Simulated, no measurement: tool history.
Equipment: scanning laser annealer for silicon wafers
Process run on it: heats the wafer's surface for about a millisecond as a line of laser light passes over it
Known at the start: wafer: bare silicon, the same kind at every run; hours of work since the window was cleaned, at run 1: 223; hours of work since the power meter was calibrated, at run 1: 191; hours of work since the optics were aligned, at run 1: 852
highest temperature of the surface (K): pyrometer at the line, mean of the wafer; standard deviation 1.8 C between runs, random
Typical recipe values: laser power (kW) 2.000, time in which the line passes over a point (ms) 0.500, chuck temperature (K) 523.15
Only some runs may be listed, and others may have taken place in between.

run	hour	laser power (kW)	time in which the line passes over a point (ms)	chuck temperature (K)	hours of work since the window was cleaned	hours of work since the power meter was calibrated	hours of work since the optics were aligned	highest temperature of the surface (K)
1	0.0	2.000	0.500	523.15	223	191	852	1222.15
2	27.7	2.000	0.500	523.15	244	212	873	1222.15
3	40.3	2.170	0.500	523.15	253	221	883	1291.15
4	57.1	2.170	0.500	523.15	266	234	895	1292.15
5	85.3	2.000	0.574	523.15	287	255	916	1275.15
# hour 104.0: optics aligned, line set to its width
6	110.0	2.000	0.404	523.15	302	270	5	1136.15
7	131.9	2.000	0.404	523.15	318	286	21	1137.15
8	150.9	2.000	0.404	523.15	333	301	35	1135.15
9	171.6	2.000	0.404	523.15	348	316	51	1135.15
# hour 180.5: optics aligned, line set to its width, once more
10	188.9	2.000	0.457	523.15	357	325	6	1190.15
11	213.0	2.000	0.457	523.15	376	344	24	1189.15
12	241.8	2.000	0.457	523.15	397	365	46	1187.15
13	255.1	2.000	0.500	523.15	407	375	56	1222.15
14	277.1	2.000	0.500	523.15	424	392	72	1221.15
15	295.1	2.000	0.500	523.15	437	405	86	1221.15
16	321.7	2.000	0.500	523.15	457	425	106	1221.15
17	342.4	2.000	0.500	523.15	473	441	121	1217.15
18	366.8	2.000	0.500	538.15	491	459	140	1230.15
19	381.3	2.000	0.500	538.15	502	470	151	1231.15
20	408.4	2.000	0.500	515.15	522	490	171	1208.15
21	435.0	2.048	0.501	539.15	542	510	191	1252.15
22	453.1	2.170	0.495	539.15	556	524	205	1295.15
23	482.5	2.000	0.500	543.15	578	546	227	1233.15
24	505.5	2.000	0.385	511.15	595	563	244	1104.15
25	518.8	1.872	0.419	559.15	605	573	254	1136.15
26	541.4	2.000	0.500	550.15	622	590	271	1240.15
27	567.2	1.758	0.379	493.15	641	609	290	993.15
28	584.8	2.124	0.585	512.15	655	623	303	1318.15
29	612.4	2.169	0.382	505.15	675	643	324	1154.15
30	641.7	1.934	0.524	540.15	697	665	346	1217.15
31	659.9	1.934	0.524	540.15	711	679	360	1212.15
32	684.2	1.763	0.421	508.15	729	697	378	1038.15
33	698.7	1.763	0.421	508.15	740	708	389	1038.15
# hour 714.2: window over the wafer cleaned
34	714.8	1.763	0.421	518.15	0	719	399	1079.15
35	737.8	2.000	0.479	523.15	18	736	417	1222.15

Estimate the outcome of run 36 from the log above:
36	762.1	1.810	0.547	560.15	36	754	435	?

highest temperature of the surface (K): 1225.15
The same run, on a tool lacking any hidden state, would have yielded highest temperature of the surface (K) 1228.15.

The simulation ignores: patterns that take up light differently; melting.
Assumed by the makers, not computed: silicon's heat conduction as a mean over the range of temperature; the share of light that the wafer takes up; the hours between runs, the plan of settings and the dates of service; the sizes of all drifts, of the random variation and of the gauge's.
